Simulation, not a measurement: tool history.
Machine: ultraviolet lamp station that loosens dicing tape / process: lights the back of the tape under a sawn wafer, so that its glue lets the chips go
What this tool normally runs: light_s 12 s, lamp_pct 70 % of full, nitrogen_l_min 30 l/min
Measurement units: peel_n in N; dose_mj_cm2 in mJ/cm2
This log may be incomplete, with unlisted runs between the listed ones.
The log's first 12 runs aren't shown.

| run | day | light_s | lamp_pct | nitrogen_l_min | peel_n | dose_mj_cm2 |
|---|---|---|---|---|---|---|
| 13 | 24.642 | 12 | 68 | 30 | 0.665 | 136 |
| 14 | 26.554 | 12 | 68 | 30 | 0.739 | 134 |
| 15 | 28.133 | 10 | 70 | 30 | 0.936 | 111 |
|  | 29.346 | window cleaned of glue's vapour |
| 16 | 29.875 | 12 | 70 | 30 | 0.590 | 153 |
| 17 | 32.042 | 12 | 82 | 30 | 0.509 | 170 |
| 18 | 33.679 | 8 | 70 | 30 | 1.162 | 92 |
| 19 | 36.000 | 8 | 70 | 30 | 1.235 | 88 |
| 20 | 38.221 | 12 | 94 | 30 | 0.513 | 173 |
| 21 | 40.208 | 23 | 72 | 18 | 0.435 | 239 |
| 22 | 42.304 | 12 | 71 | 19 | 1.125 | 122 |
|  | 43.967 | window cleaned of glue's vapour |
| 23 | 43.967 | 12 | 71 | 19 | 0.923 | 137 |
| 24 | 46.029 | 17 | 85 | 20 | 0.448 | 220 |

The next listed run, before its measurement:
| 25 | 48.442 | 17 | 85 | 20 | ? | ? |

Logged for run 25: peel_n 0.469 N, dose_mj_cm2 207 mJ/cm2.
Take away the tool's hidden state, keep the run-to-run variation as it was, and the same run would have given peel_n 0.258 N, dose_mj_cm2 372 mJ/cm2.
